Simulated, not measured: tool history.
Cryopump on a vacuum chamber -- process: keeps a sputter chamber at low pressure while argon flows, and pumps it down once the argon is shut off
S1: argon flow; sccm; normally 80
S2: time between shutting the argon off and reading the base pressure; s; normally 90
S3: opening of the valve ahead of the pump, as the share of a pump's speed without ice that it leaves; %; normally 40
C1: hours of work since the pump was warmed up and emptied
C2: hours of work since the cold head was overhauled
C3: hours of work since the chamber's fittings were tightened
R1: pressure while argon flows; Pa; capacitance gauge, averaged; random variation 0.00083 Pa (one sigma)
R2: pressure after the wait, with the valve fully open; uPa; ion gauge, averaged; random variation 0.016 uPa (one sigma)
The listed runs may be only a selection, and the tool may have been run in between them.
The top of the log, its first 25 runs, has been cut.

run,hour,S1,S2,S3,C1,C2,C3,R1,R2
26,544.7,66,83,16,161,1046,216,0.3391,0.64
27,575.5,103,91,40,181,1066,236,0.2161,0.6
28,590.9,44,72,21,191,1076,246,0.1746,0.73
29,622.7,44,72,21,211,1096,267,0.1742,0.72
30,637.4,38,168,28,221,1106,276,0.1155,0.42
31,654.4,57,183,22,232,1117,287,0.2185,0.41
32,686.3,80,170,40,253,1137,308,0.1697,0.39
33,703.3,80,127,39,264,1148,319,0.1741,0.5

Each row is a separate what-if for the run after 33, all from the same tool condition, not one after another. Results?
A,722.4,141,80,42,276,1161,331,?,?
B,722.4,80,114,40,276,1161,331,?,?
C,722.4,108,127,20,276,1161,331,?,?
D,722.4,80,90,16,276,1161,331,?,?

run,R1,R2
A,0.287,0.68
B,0.1704,0.52
C,0.4512,0.51
D,0.4161,0.64
Stripped of hidden state, with their random variation kept, the same runs would have yielded:
run,R1,R2
A,0.2773,0.63
B,0.1649,0.46
C,0.4439,0.46
D,0.4106,0.58
